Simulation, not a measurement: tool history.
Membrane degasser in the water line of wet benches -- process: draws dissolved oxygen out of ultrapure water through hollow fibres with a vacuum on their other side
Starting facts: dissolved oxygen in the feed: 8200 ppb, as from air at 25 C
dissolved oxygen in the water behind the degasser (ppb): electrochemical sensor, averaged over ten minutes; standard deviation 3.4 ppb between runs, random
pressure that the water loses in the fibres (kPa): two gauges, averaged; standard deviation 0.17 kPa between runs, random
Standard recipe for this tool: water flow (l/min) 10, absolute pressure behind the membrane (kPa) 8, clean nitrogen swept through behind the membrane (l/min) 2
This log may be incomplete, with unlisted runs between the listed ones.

| run | day | water flow (l/min) | absolute pressure behind the membrane (kPa) | clean nitrogen swept through behind the membrane (l/min) | dissolved oxygen in the water behind the degasser (ppb) | pressure that the water loses in the fibres (kPa) |
|---|---|---|---|---|---|---|
| 1 | 0 | 10 | 8 | 2 | 344.6 | 29.12 |
| 2 | 6.346 | 10 | 8 | 4.13 | 314.7 | 28.61 |
| 3 | 9.771 | 10 | 8 | 4.13 | 316.6 | 28.71 |
|  | 11.242 | vacuum gauge calibrated |
| 4 | 15.217 | 10 | 8 | 4.13 | 314.2 | 29.06 |
| 5 | 19.871 | 10 | 8 | 4.13 | 316.4 | 28.84 |
| 6 | 26.067 | 10 | 6.36 | 2 | 327.6 | 29.05 |
| 7 | 29.925 | 10 | 6.36 | 2 | 321.5 | 29.2 |
| 8 | 32.875 | 13 | 5.53 | 1.36 | 494.9 | 37.55 |
| 9 | 37.617 | 13 | 5.53 | 1.36 | 497 | 37.67 |
| 10 | 42.262 | 6 | 13.2 | 1.56 | 197 | 17.39 |

For run 11, what comes out?
| 11 | 47.638 | 7 | 7.66 | 1.82 | ? | ? |

{"run 11": {"dissolved oxygen in the water behind the degasser (ppb)": 186.6, "pressure that the water loses in the fibres (kPa)": 20.18}}
Had the tool carried no hidden state, the very same run would have given dissolved oxygen in the water behind the degasser (ppb) 186.3, pressure that the water loses in the fibres (kPa) 20.17.
